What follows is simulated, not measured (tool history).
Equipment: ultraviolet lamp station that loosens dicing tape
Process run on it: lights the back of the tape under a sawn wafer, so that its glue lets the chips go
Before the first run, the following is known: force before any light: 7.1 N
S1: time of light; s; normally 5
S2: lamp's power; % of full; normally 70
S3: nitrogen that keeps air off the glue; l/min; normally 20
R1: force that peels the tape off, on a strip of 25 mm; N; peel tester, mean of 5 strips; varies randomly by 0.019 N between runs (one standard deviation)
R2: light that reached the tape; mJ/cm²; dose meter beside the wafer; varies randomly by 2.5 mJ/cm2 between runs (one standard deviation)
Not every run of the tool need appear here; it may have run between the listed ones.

run,day,S1,S2,S3,R1,R2
1,0.000,5,70,20,1.179,254
2,0.883,5,70,20,1.198,253
3,1.533,5,70,20,1.207,246
4,2.388,5,70,20,1.264,240
5,3.142,5,70,20,1.292,238
6,3.767,4,70,20,1.811,188
7,4.829,4,70,20,1.879,186
8,5.775,4,70,20,1.811,183
9,7.158,4,70,20,1.962,177
10,8.333,5,70,18,1.538,220
11,9.708,5,70,20,1.544,216
12,11.008,5,70,29,1.221,210
13,12.154,5,70,29,1.283,205
14,13.192,5,70,20,1.698,201
# day 14.246: window cleaned of glue's vapour
15,14.462,5,70,29,1.031,239
16,15.417,5,70,29,1.085,232
17,16.562,5,70,29,1.040,225
18,17.471,5,70,29,1.117,225
19,18.788,6,65,20,1.241,243
20,19.508,6,65,20,1.255,241

Run 21 is up next; what results do you expect?
21,20.329,8,70,12,?,?

{"run 21": {"R1": 1.002, "R2": 337}}
On a tool with no hidden condition, and with the same random variation, this run would have come out at R1 0.509 N, R2 460 mJ/cm².

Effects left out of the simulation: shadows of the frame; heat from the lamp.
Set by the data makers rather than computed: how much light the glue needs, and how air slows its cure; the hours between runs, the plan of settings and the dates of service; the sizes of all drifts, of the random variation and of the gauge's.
